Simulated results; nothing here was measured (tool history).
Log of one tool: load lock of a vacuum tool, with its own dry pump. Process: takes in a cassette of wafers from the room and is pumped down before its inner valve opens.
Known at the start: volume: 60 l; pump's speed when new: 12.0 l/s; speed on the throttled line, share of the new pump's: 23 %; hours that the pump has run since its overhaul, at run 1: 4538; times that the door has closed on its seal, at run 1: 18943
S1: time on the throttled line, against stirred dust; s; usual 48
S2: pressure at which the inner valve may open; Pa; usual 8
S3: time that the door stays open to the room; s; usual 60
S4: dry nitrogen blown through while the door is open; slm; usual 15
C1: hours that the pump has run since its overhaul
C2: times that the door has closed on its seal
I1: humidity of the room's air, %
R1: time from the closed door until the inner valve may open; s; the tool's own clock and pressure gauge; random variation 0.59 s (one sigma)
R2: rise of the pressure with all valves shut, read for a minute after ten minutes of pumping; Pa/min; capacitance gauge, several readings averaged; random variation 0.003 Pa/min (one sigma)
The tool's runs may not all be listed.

run 1 hour=0.0 | S1=48 S2=8 S3=60 S4=15 | C1=4538 C2=18943 | I1=45.5 | R1=84.1 R2=0.026
run 2 hour=72.9 | S1=48 S2=8 S3=128 S4=15 | C1=4610 C2=19155 | I1=42.8 | R1=84.4 R2=0.044
run 3 hour=148.3 | S1=48 S2=8 S3=128 S4=15 | C1=4686 C2=19375 | I1=43.3 | R1=85.9 R2=0.047
run 4 hour=211.1 | S1=48 S2=8 S3=60 S4=15 | C1=4749 C2=19558 | I1=47.2 | R1=84.7 R2=0.025
run 5 hour=338.3 | S1=48 S2=8 S3=60 S4=15 | C1=4876 C2=19929 | I1=46.1 | R1=84.9 R2=0.027
run 6 hour=413.8 | S1=48 S2=8 S3=60 S4=15 | C1=4951 C2=20149 | I1=43.8 | R1=84.2 R2=0.026
run 7 hour=505.9 | S1=48 S2=8 S3=60 S4=15 | C1=5043 C2=20417 | I1=41.7 | R1=84.4 R2=0.025
run 8 hour=600.0 | S1=33 S2=8 S3=60 S4=15 | C1=5138 C2=20692 | I1=44.2 | R1=72.5 R2=0.026
run 9 hour=736.6 | S1=33 S2=8 S3=60 S4=15 | C1=5274 C2=21090 | I1=45.7 | R1=72.5 R2=0.032
run 10 hour=860.9 | S1=33 S2=8 S3=60 S4=15 | C1=5398 C2=21452 | I1=47.2 | R1=73.0 R2=0.025
run 11 hour=926.9 | S1=48 S2=8 S3=60 S4=15 | C1=5465 C2=21644 | I1=45.4 | R1=85.2 R2=0.029
run 12 hour=1052.7 | S1=48 S2=8 S3=60 S4=15 | C1=5590 C2=22011 | I1=44.4 | R1=85.1 R2=0.022
run 13 hour=1177.9 | S1=48 S2=8 S3=60 S4=15 | C1=5715 C2=22376 | I1=42.5 | R1=84.4 R2=0.034
run 14 hour=1304.2 | S1=72 S2=8 S3=60 S4=15 | C1=5842 C2=22744 | I1=51.3 | R1=102.5 R2=0.028
run 15 hour=1393.0 | S1=48 S2=8 S3=60 S4=15 | C1=5931 C2=23003 | I1=45.2 | R1=84.7 R2=0.027
run 16 hour=1458.8 | S1=48 S2=8 S3=60 S4=15 | C1=5996 C2=23194 | I1=46.1 | R1=84.1 R2=0.029
run 17 hour=1550.1 | S1=48 S2=8 S3=60 S4=15 | C1=6088 C2=23461 | I1=46.4 | R1=84.2 R2=0.031
run 18 hour=1692.0 | S1=48 S2=8 S3=60 S4=15 | C1=6230 C2=23874 | I1=46.1 | R1=85.3 R2=0.034
run 19 hour=1798.3 | S1=54 S2=10 S3=30 S4=15 | C1=6336 C2=24184 | I1=44.6 | R1=88.6 R2=0.019
run 20 hour=1891.4 | S1=24 S2=13 S3=94 S4=10 | C1=6429 C2=24455 | I1=44.0 | R1=63.5 R2=0.042
run 21 hour=2029.2 | S1=36 S2=6 S3=60 S4=9 | C1=6567 C2=24857 | I1=46.1 | R1=77.2 R2=0.033
run 22 hour=2143.3 | S1=36 S2=6 S3=60 S4=9 | C1=6681 C2=25189 | I1=49.5 | R1=76.5 R2=0.036
run 23 hour=2271.4 | S1=36 S2=6 S3=60 S4=9 | C1=6809 C2=25563 | I1=40.8 | R1=77.2 R2=0.029
run 24 hour=2353.5 | S1=36 S2=6 S3=60 S4=9 | C1=6891 C2=25802 | I1=47.0 | R1=76.7 R2=0.029
run 25 hour=2415.5 | S1=36 S2=6 S3=60 S4=9 | C1=6953 C2=25983 | I1=43.2 | R1=76.5 R2=0.031
run 26 hour=2552.0 | S1=84 S2=11 S3=76 S4=22 | C1=7090 C2=26381 | I1=44.0 | R1=111.2 R2=0.030
run 27 hour=2694.8 | S1=51 S2=12 S3=30 S4=15 | C1=7232 C2=26797 | I1=43.0 | R1=84.7 R2=0.012
run 28 hour=2835.0 | S1=51 S2=12 S3=30 S4=15 | C1=7373 C2=27205 | I1=44.3 | R1=84.8 R2=0.018
run 29 hour=2938.8 | S1=51 S2=12 S3=30 S4=15 | C1=7476 C2=27508 | I1=45.1 | R1=85.0 R2=0.013
run 30 hour=3082.5 | S1=51 S2=12 S3=30 S4=15 | C1=7620 C2=27927 | I1=40.8 | R1=84.5 R2=0.019
run 31 hour=3152.3 | S1=51 S2=12 S3=30 S4=15 | C1=7690 C2=28130 | I1=44.3 | R1=85.2 R2=0.021
run 32 hour=3235.4 | S1=85 S2=11 S3=111 S4=23 | C1=7773 C2=28372 | I1=50.0 | R1=111.2 R2=0.040
run 33 hour=3303.0 | S1=85 S2=11 S3=111 S4=23 | C1=7841 C2=28569 | I1=42.8 | R1=110.8 R2=0.037
run 34 hour=3379.0 | S1=85 S2=11 S3=111 S4=23 | C1=7917 C2=28791 | I1=44.4 | R1=112.4 R2=0.034

4 ways to go on from here, each from the tool as it stands after run 34. What would each give?
run A hour=3469.7 | S1=69 S2=14 S3=111 S4=10 | C1=8007 C2=29055 | I1=46.5 | R1=? R2=?
run B hour=3469.7 | S1=59 S2=8 S3=60 S4=15 | C1=8007 C2=29055 | I1=44.6 | R1=? R2=?
run C hour=3469.7 | S1=85 S2=7 S3=111 S4=23 | C1=8007 C2=29055 | I1=43.7 | R1=? R2=?
run D hour=3469.7 | S1=85 S2=13 S3=111 S4=23 | C1=8007 C2=29055 | I1=42.4 | R1=? R2=?

run=A R1=96.8 R2=0.053
run=B R1=92.7 R2=0.033
run=C R1=113.5 R2=0.034
run=D R1=110.8 R2=0.035
Without the tool's hidden state the same runs would have given:
run=A R1=96.8 R2=0.053
run=B R1=92.7 R2=0.033
run=C R1=113.5 R2=0.033
run=D R1=110.8 R2=0.034

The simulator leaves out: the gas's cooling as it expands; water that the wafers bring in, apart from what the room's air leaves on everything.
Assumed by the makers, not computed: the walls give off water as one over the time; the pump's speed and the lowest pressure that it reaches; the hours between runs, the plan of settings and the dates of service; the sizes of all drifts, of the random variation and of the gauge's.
